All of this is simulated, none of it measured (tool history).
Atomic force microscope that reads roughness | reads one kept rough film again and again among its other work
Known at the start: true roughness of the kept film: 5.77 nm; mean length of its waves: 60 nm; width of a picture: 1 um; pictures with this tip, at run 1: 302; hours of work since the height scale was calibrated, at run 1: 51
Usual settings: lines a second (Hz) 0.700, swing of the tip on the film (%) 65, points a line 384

run	hour	lines a second (Hz)	swing of the tip on the film (%)	points a line	pictures with this tip	hours of work since the height scale was calibrated	roughness of the kept film (nm (root mean square))
1	0.0	0.700	65	384	302	51	5.047
2	21.9	0.700	65	384	320	61	5.020
3	53.4	0.700	65	384	348	74	5.048
# hour 62.1: new tip fitted
4	87.5	0.700	65	384	21	88	5.351
5	114.5	0.700	65	384	45	99	5.312
6	153.0	0.700	65	384	78	116	5.347
7	183.1	0.700	65	384	104	128	5.276
8	211.5	0.700	63	384	128	140	5.268
9	250.1	0.700	63	384	161	156	5.246
10	285.1	0.700	65	644	191	171	5.178
11	306.2	0.700	65	288	209	180	5.154
12	348.3	0.700	65	288	246	198	5.146
13	390.5	0.700	65	288	282	216	5.127
14	408.2	2.002	60	288	297	223	4.952
15	435.2	2.002	60	288	320	234	4.937
# hour 477.6: new tip fitted
16	477.6	2.002	60	288	0	252	5.178
17	510.3	0.700	64	907	28	266	5.331

The next listed run, before its measurement:
18	554.2	0.700	73	696	66	284	?

roughness of the kept film (nm (root mean square)): 5.210
Without the tool's hidden state the same run would have given roughness of the kept film (nm (root mean square)) 5.283.

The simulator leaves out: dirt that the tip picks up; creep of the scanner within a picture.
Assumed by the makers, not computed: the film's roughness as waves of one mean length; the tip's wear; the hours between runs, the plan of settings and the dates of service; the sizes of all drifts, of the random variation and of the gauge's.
